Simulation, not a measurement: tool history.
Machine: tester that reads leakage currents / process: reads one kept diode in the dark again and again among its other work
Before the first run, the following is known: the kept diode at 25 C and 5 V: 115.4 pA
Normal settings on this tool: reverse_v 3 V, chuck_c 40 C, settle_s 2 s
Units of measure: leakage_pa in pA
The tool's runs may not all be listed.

run,hour,reverse_v,chuck_c,settle_s,leakage_pa
1,0,3,40,2,339.45
2,70.7,11.15,40,2,528.67
3,112.3,11.15,40,2,524.44
4,154.6,11.15,40,2,524.35
5,215.4,3,40,2,338.98
6,253.2,3,40,3.13,337.87
7,300.8,3,40,2,339.43
8,375.9,3,40,2,338.3
9,444.2,3,40,2,340.17
10,478.6,3,40,2,338.76
11,539.8,3,40,2,337.9
12,611.4,3,40,2,338.43
13,679.4,3,40,0.31,340.83
14,750.1,1.45,40,0.31,269.07
15,800.6,3,40,2,338.98
16,865,3,40,2,337.66
17,934.9,3,29,2,142.44
18,989.1,3,29,2,142.23
19,1054.5,3,29,2,132.27
20,1096,3,29,2,131.7
21,1133.6,1.44,48,1.84,487.27
22,1179.6,1.44,48,1.84,486
23,1225.6,1.44,48,1.84,511.81
24,1294.2,1.44,48,1.84,510.97
25,1353.8,1.44,48,1.84,512.57
26,1405.7,3,40,3.88,345.4
27,1443.9,3,28,1.09,128.37
28,1518.7,8.22,55,2,1471.75
29,1572.2,2.94,40,7.8,342.67
30,1643.1,3,20,2,64.74
31,1691.3,1.34,48,6.3,500.6
32,1736,15.27,40,0.8,577.65
33,1812,1.7,36,7.58,209.86
34,1878.5,1.7,36,7.58,209.3
35,1928.3,1.7,36,7.58,209.1
36,1979.4,17.35,50,0.33,1292.15
37,2017.5,17.35,50,0.33,1291
38,2086,3.34,58,0.41,1379.69
39,2142.8,7.89,22,9.77,107.42
40,2204.8,7.89,22,9.77,107.75

The log once held 3 entries between its listed runs, left out of this copy. Where does each go, and what is different about the tool's unlogged condition between the listed run before it and the listed run after it?
Runs 12 to 13: probe card cleaned and baked (hour 643.4)
  stray current of the dirty probe card, pA a volt: 2.959 -> 3.333; true chuck temperature over the reading, C: -0.58 -> -0.59
  the result without the hidden state subtracted from the measured one, leakage_pa: -7.43 -> -6.61 pA
Runs 18 to 19: probe card cleaned and baked, once more (hour 1003.8)
  stray current of the dirty probe card, pA a volt: 3.57 -> 0.06; current scale over the true one, %: -0.24 -> -0.25; true chuck temperature over the reading, C: -0.63 -> -0.64
  the result without the hidden state subtracted from the measured one, leakage_pa: +2.95 -> -7.68 pA
Runs 22 to 23: chuck's temperature calibrated (hour 1209.5)
  stray current of the dirty probe card, pA a volt: 0.16 -> 0.197; current scale over the true one, %: -0.25 -> -0.26; true chuck temperature over the reading, C: -0.66 -> 0.04
  the result without the hidden state subtracted from the measured one, leakage_pa: -26.04 -> +0.3 pA
